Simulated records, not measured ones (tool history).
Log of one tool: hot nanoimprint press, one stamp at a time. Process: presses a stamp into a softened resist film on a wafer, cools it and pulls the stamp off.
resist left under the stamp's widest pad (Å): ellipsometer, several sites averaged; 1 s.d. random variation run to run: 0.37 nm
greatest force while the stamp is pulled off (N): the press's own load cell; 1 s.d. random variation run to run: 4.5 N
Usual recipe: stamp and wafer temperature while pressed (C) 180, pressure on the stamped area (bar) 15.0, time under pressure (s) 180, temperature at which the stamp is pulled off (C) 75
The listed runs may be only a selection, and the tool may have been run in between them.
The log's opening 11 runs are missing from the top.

run   hour  stamp and wafer temperature while pressed (C)  pressure on the stamped area (bar)  time under pressure (s)  temperature at which the stamp is pulled off (C)  hours of work since the thermocouple was calibrated  imprints on the stamp's release coat  hours of work since the press's seals were changed  resist left under the stamp's widest pad (Å)  greatest force while the stamp is pulled off (N)
 12   77.4                                            180                                15.0                      180                                                75                                                   15                                  2227                                                 195                                          1319                                               407
 13   86.8                                            180                                15.0                      180                                                75                                                   20                                  2262                                                 200                                          1319                                               424
 14   95.6                                            180                                15.0                      180                                                75                                                   24                                  2295                                                 204                                          1312                                               437
 15  101.8                                            175                                15.0                      180                                                75                                                   27                                  2318                                                 207                                          1567                                               424
     105.7  -- plate thermocouple calibrated, once more
 16  108.7                                            175                                15.0                      180                                                75                                                    2                                  2332                                                 209                                          1635                                               441
 17  112.7                                            180                                15.0                      151                                                75                                                    3                                  2347                                                 211                                          1478                                               450
 18  117.8                                            185                                10.0                      170                                                82                                                    6                                  2366                                                 214                                          1411                                               386
     129.6  -- stamp cleaned and given a new release coat
 19  131.4                                            175                                15.0                      180                                                75                                                   10                                     7                                                 218                                          1639                                               218
 20  140.4                                            178                                14.6                      293                                                75                                                   14                                    40                                                 222                                          1242                                               231
 21  146.7                                            178                                15.0                      180                                                75                                                   17                                    64                                                 225                                          1477                                               217
 22  154.7                                            168                                15.0                      180                                                75                                                   21                                    94                                                 229                                          2038                                               229
 23  158.6                                            187                                15.0                      313                                                67                                                   23                                   108                                                 231                                           851                                               250
 24  168.0                                            187                                15.0                      313                                                67                                                   28                                   143                                                 236                                           852                                               255
 25  172.5                                            185                                15.0                      313                                                67                                                   30                                   160                                                 238                                           914                                               261
 26  176.8                                            185                                12.9                      218                                                67                                                   32                                   176                                                 240                                          1147                                               260
 27  182.9                                            180                                13.1                      340                                                75                                                   35                                   199                                                 243                                          1137                                               239
 28  187.5                                            180                                13.1                      325                                                75                                                   38                                   216                                                 246                                          1153                                               233
 29  194.8                                            180                                13.3                      180                                                75                                                   41                                   243                                                 249                                          1449                                               230
 30  203.9                                            187                                23.8                      180                                                79                                                   46                                   277                                                 254                                           869                                               226

Consider 4 possible next runs. They are alternatives, not a sequence: every one starts from the tool as it was left by run 30. What does each give?
  A  208.6                                            176                                15.0                      189                                                81                                                   48                                   295                                                 256                                             ?                                                 ?
  B  208.6                                            174                                23.8                      180                                                79                                                   48                                   295                                                 256                                             ?                                                 ?
  C  208.6                                            169                                15.0                      294                                                75                                                   48                                   295                                                 256                                             ?                                                 ?
  D  208.6                                            185                                23.2                       96                                                75                                                   48                                   295                                                 256                                             ?                                                 ?

run  resist left under the stamp's widest pad (Å)  greatest force while the stamp is pulled off (N)
  A                                          1550                                               220
  B                                          1413                                               229
  C                                          1707                                               243
  D                                          1232                                               240
Without the tool's unlogged condition, the same runs would have read:
run  resist left under the stamp's widest pad (Å)  greatest force while the stamp is pulled off (N)
  A                                          1556                                               199
  B                                          1415                                               207
  C                                          1714                                               219
  D                                          1232                                               216

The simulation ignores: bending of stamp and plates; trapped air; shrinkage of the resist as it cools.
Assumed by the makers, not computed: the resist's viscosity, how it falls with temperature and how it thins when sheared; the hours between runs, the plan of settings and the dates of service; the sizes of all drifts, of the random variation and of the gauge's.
